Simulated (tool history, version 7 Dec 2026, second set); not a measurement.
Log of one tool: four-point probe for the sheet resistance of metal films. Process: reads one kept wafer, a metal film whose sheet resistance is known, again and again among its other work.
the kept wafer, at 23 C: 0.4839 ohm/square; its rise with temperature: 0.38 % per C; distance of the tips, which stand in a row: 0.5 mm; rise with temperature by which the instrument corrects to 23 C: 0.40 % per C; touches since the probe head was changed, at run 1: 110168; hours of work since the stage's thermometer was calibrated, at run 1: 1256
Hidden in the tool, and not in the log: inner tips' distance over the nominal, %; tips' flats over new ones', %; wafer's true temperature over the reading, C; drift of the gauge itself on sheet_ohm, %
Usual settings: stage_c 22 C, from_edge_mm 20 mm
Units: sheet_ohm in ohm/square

run	hour	stage_c	from_edge_mm	touches since the probe head was changed	hours of work since the stage's thermometer was calibrated	sheet_ohm
1	0	22	20	110168	1256	0.484083
2	56	29	20	112039	1281	0.48317
3	117.6	29	20	114097	1309	0.483289
4	179.1	21	20	116150	1337	0.48413
5	268.2	21	20	119125	1377	0.484381
6	313.2	21	20	120627	1397	0.484259
7	383.7	21	20	122981	1429	0.484235
8	440.2	29	20	124869	1455	0.483235
9	480.1	29	20	126203	1473	0.483272
10	561.8	29	20	128930	1510	0.48314
11	639.2	29	20	131516	1545	0.483202
12	685.5	21	20	133062	1566	0.484284
13	742.4	21	20	134962	1592	0.484109
14	815.5	21	20	137402	1625	0.484364
15	900.8	21	20	140252	1663	0.484399
16	980.7	21	20	142922	1699	0.484394
17	1071.4	21	20	145950	1741	0.484259
18	1137.9	21	20	148170	1771	0.4842
19	1193.5	23	20	150027	1796	0.483854
20	1284.9	20	20	153079	1837	0.484296
# hour 1344.5: new probe head fitted
21	1359.5	22	56	500	1870	0.483881
22	1435.7	22	56	3044	1905	0.484098
23	1533.5	22	56	6312	1949	0.483999
24	1599.6	31	56	8520	1979	0.483071
25	1663.8	31	56	10663	2008	0.482782
26	1728	23	32	12807	2037	0.483894
27	1824.2	23	32	16020	2081	0.483808
28	1911.8	23	32	18946	2120	0.483979
29	1954.9	23	32	20384	2140	0.483988
30	2027.8	32	10	22820	2173	0.48346
31	2094.9	32	10	25060	2203	0.483366
32	2160.2	32	10	27240	2233	0.483514
33	2217	27	10	29139	2258	0.483941
34	2283.8	24	54	31367	2289	0.483815
35	2329.8	24	54	32905	2309	0.483725
36	2393.5	24	54	35033	2338	0.483819
# hour 2443: stage's thermometer calibrated
37	2444.3	20	4	36713	1	0.488334
38	2496.2	32	13	38444	24	0.48321
39	2539.1	25	28	39877	43	0.483539
40	2588.6	24	20	41530	66	0.483908
41	2672.5	29	48	44333	104	0.483195
42	2767.3	29	48	47500	147	0.483194
43	2857.5	29	48	50511	187	0.483125
44	2922	29	48	52667	217	0.483257

Forecast each of these 3 alternatives for the next run:
A	2982.8	18	6	54696	244	?
B	2982.8	31	18	54696	244	?
C	2982.8	32	39	54696	244	?

run	sheet_ohm
A	0.486391
B	0.483162
C	0.482723
Without the tool's hidden state the same runs would have given:
run	sheet_ohm
A	0.486414
B	0.483185
C	0.482746

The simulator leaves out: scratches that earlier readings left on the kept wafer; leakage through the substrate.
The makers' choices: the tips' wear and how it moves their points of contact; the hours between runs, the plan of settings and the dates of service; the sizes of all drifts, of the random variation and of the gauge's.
